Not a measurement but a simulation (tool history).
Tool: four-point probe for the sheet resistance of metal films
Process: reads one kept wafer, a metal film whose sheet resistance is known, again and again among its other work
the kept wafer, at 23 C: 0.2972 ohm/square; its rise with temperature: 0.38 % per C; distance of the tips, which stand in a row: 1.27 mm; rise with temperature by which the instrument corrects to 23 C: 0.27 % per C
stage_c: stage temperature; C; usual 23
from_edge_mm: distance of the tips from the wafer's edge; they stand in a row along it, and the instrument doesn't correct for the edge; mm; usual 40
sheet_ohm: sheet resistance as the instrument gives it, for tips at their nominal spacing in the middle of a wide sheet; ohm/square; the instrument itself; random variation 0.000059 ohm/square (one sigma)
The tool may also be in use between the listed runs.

run   hour  stage_c  from_edge_mm  sheet_ohm
  1    0.0       23            40   0.296770
  2   13.8       23            40   0.296628
  3   22.2       23            40   0.296675
  4   29.8       23            40   0.296627
  5   38.1       23            40   0.296691
  6   52.1       23            40   0.296660
  7   62.3       23            40   0.296656
  8   76.2       23            40   0.296626
  9   89.7       23            18   0.297251
 10   98.5       23            18   0.297368
 11  111.7       23            18   0.297291
 12  125.4       25            39   0.297422
 13  132.5       27            67   0.297837
 14  139.5       27            67   0.297896
 15  148.3       26            14   0.298826
 16  158.8       26            14   0.298594
 17  170.5       26            14   0.298727
 18  187.2       26            14   0.298757

5 ways to go on from here, each from the tool as it stands after run 18. What would each give?
  A  202.0       26            12          ?
  B  202.0       26            14          ?
  C  202.0       19            24          ?
  D  202.0       27             6          ?
  E  202.0       20            69          ?

run  sheet_ohm
  A   0.299179
  B   0.298626
  C   0.295550
  D   0.304709
  E   0.295444
Without the tool's hidden state the same runs would have given:
run  sheet_ohm
  A   0.299937
  B   0.299382
  C   0.296308
  D   0.305479
  E   0.296200
